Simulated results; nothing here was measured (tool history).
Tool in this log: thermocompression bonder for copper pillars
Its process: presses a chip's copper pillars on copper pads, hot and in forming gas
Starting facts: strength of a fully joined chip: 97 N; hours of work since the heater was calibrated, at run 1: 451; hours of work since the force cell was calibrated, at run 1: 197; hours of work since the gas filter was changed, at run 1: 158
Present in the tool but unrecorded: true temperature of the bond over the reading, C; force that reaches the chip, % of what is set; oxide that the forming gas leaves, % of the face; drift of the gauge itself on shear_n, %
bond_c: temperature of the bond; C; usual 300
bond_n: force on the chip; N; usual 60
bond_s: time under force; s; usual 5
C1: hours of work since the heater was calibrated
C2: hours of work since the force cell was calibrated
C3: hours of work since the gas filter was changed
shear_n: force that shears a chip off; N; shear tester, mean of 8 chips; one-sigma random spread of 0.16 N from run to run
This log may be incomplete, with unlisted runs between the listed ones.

{"run": 1, "hour": 0.0, "bond_c": 300, "bond_n": 60, "bond_s": 5, "C1": 451, "C2": 197, "C3": 158, "shear_n": 44.1}
{"run": 2, "hour": 11.1, "bond_c": 300, "bond_n": 70, "bond_s": 5, "C1": 458, "C2": 205, "C3": 166, "shear_n": 50.4}
{"run": 3, "hour": 18.7, "bond_c": 300, "bond_n": 70, "bond_s": 5, "C1": 464, "C2": 210, "C3": 171, "shear_n": 50.6}
{"run": 4, "hour": 30.7, "bond_c": 300, "bond_n": 60, "bond_s": 5, "C1": 472, "C2": 219, "C3": 180, "shear_n": 44.0}
{"run": 5, "hour": 38.7, "bond_c": 300, "bond_n": 60, "bond_s": 5, "C1": 478, "C2": 225, "C3": 186, "shear_n": 43.9}
{"run": 6, "hour": 46.0, "bond_c": 300, "bond_n": 60, "bond_s": 5, "C1": 483, "C2": 230, "C3": 191, "shear_n": 44.1}
{"run": 7, "hour": 51.8, "bond_c": 300, "bond_n": 60, "bond_s": 5, "C1": 488, "C2": 234, "C3": 195, "shear_n": 44.0}
{"run": 8, "hour": 57.3, "bond_c": 300, "bond_n": 60, "bond_s": 5, "C1": 491, "C2": 238, "C3": 199, "shear_n": 44.1}
{"run": 9, "hour": 63.4, "bond_c": 300, "bond_n": 60, "bond_s": 5, "C1": 496, "C2": 242, "C3": 203, "shear_n": 44.1}
{"run": 10, "hour": 71.9, "bond_c": 300, "bond_n": 60, "bond_s": 5, "C1": 502, "C2": 248, "C3": 209, "shear_n": 44.0}
{"run": 11, "hour": 78.6, "bond_c": 300, "bond_n": 60, "bond_s": 5, "C1": 507, "C2": 253, "C3": 214, "shear_n": 44.0}
{"run": 12, "hour": 88.3, "bond_c": 300, "bond_n": 60, "bond_s": 5, "C1": 514, "C2": 260, "C3": 221, "shear_n": 44.0}
{"run": 13, "hour": 101.0, "bond_c": 300, "bond_n": 60, "bond_s": 5, "C1": 523, "C2": 269, "C3": 230, "shear_n": 44.0}
{"run": 14, "hour": 109.8, "bond_c": 300, "bond_n": 60, "bond_s": 5, "C1": 529, "C2": 275, "C3": 236, "shear_n": 43.9}
{"run": 15, "hour": 122.8, "bond_c": 300, "bond_n": 60, "bond_s": 5, "C1": 538, "C2": 285, "C3": 245, "shear_n": 43.9}
{"run": 16, "hour": 134.0, "bond_c": 300, "bond_n": 44, "bond_s": 5, "C1": 546, "C2": 293, "C3": 253, "shear_n": 32.6}
{"run": 17, "hour": 141.2, "bond_c": 300, "bond_n": 44, "bond_s": 5, "C1": 551, "C2": 298, "C3": 259, "shear_n": 32.7}
{"run": 18, "hour": 152.0, "bond_c": 300, "bond_n": 44, "bond_s": 5, "C1": 559, "C2": 305, "C3": 266, "shear_n": 32.8}
{"run": 19, "hour": 158.6, "bond_c": 300, "bond_n": 44, "bond_s": 5, "C1": 564, "C2": 310, "C3": 271, "shear_n": 32.7}
{"run": 20, "hour": 165.8, "bond_c": 300, "bond_n": 44, "bond_s": 6, "C1": 569, "C2": 315, "C3": 276, "shear_n": 35.3}
{"run": 21, "hour": 176.3, "bond_c": 294, "bond_n": 44, "bond_s": 12, "C1": 576, "C2": 323, "C3": 284, "shear_n": 42.8}
{"run": 22, "hour": 189.1, "bond_c": 296, "bond_n": 44, "bond_s": 5, "C1": 585, "C2": 332, "C3": 293, "shear_n": 31.0}
{"run": 23, "hour": 200.2, "bond_c": 296, "bond_n": 44, "bond_s": 5, "C1": 593, "C2": 340, "C3": 301, "shear_n": 31.2}
{"run": 24, "hour": 209.8, "bond_c": 327, "bond_n": 65, "bond_s": 11, "C1": 600, "C2": 347, "C3": 307, "shear_n": 74.5}
{"run": 25, "hour": 215.3, "bond_c": 300, "bond_n": 60, "bond_s": 5, "C1": 604, "C2": 350, "C3": 311, "shear_n": 44.0}
{"run": 26, "hour": 223.7, "bond_c": 326, "bond_n": 74, "bond_s": 5, "C1": 610, "C2": 356, "C3": 317, "shear_n": 65.8}
{"run": 27, "hour": 232.9, "bond_c": 326, "bond_n": 71, "bond_s": 8, "C1": 616, "C2": 363, "C3": 324, "shear_n": 71.9}
{"run": 28, "hour": 238.5, "bond_c": 326, "bond_n": 71, "bond_s": 8, "C1": 620, "C2": 367, "C3": 328, "shear_n": 71.7}
{"run": 29, "hour": 248.4, "bond_c": 326, "bond_n": 71, "bond_s": 8, "C1": 628, "C2": 374, "C3": 335, "shear_n": 72.3}
{"run": 30, "hour": 257.7, "bond_c": 294, "bond_n": 57, "bond_s": 5, "C1": 634, "C2": 381, "C3": 341, "shear_n": 39.4}
{"run": 31, "hour": 263.9, "bond_c": 277, "bond_n": 60, "bond_s": 6, "C1": 639, "C2": 385, "C3": 346, "shear_n": 36.2}
{"run": 32, "hour": 271.4, "bond_c": 288, "bond_n": 39, "bond_s": 6, "C1": 644, "C2": 390, "C3": 351, "shear_n": 26.7}
{"run": 33, "hour": 277.4, "bond_c": 288, "bond_n": 39, "bond_s": 6, "C1": 648, "C2": 395, "C3": 356, "shear_n": 26.4}
{"run": 34, "hour": 283.7, "bond_c": 276, "bond_n": 60, "bond_s": 5, "C1": 653, "C2": 399, "C3": 360, "shear_n": 33.3}
{"run": 35, "hour": 293.9, "bond_c": 289, "bond_n": 75, "bond_s": 4, "C1": 660, "C2": 406, "C3": 367, "shear_n": 44.0}

Forecast each of these 4 alternatives for the next run:
{"run": "A", "hour": 301.3, "bond_c": 289, "bond_n": 40, "bond_s": 4, "C1": 665, "C2": 412, "C3": 373, "shear_n": "?"}
{"run": "B", "hour": 301.3, "bond_c": 291, "bond_n": 84, "bond_s": 4, "C1": 665, "C2": 412, "C3": 373, "shear_n": "?"}
{"run": "C", "hour": 301.3, "bond_c": 289, "bond_n": 75, "bond_s": 7, "C1": 665, "C2": 412, "C3": 373, "shear_n": "?"}
{"run": "D", "hour": 301.3, "bond_c": 299, "bond_n": 56, "bond_s": 4, "C1": 665, "C2": 412, "C3": 373, "shear_n": "?"}

run=A shear_n=23.7
run=B shear_n=49.9
run=C shear_n=53.3
run=D shear_n=37.4
The same runs, with their run-to-run variation unchanged, on a tool lacking any hidden condition would have given:
run=A shear_n=23.7
run=B shear_n=50.0
run=C shear_n=53.3
run=D shear_n=37.4
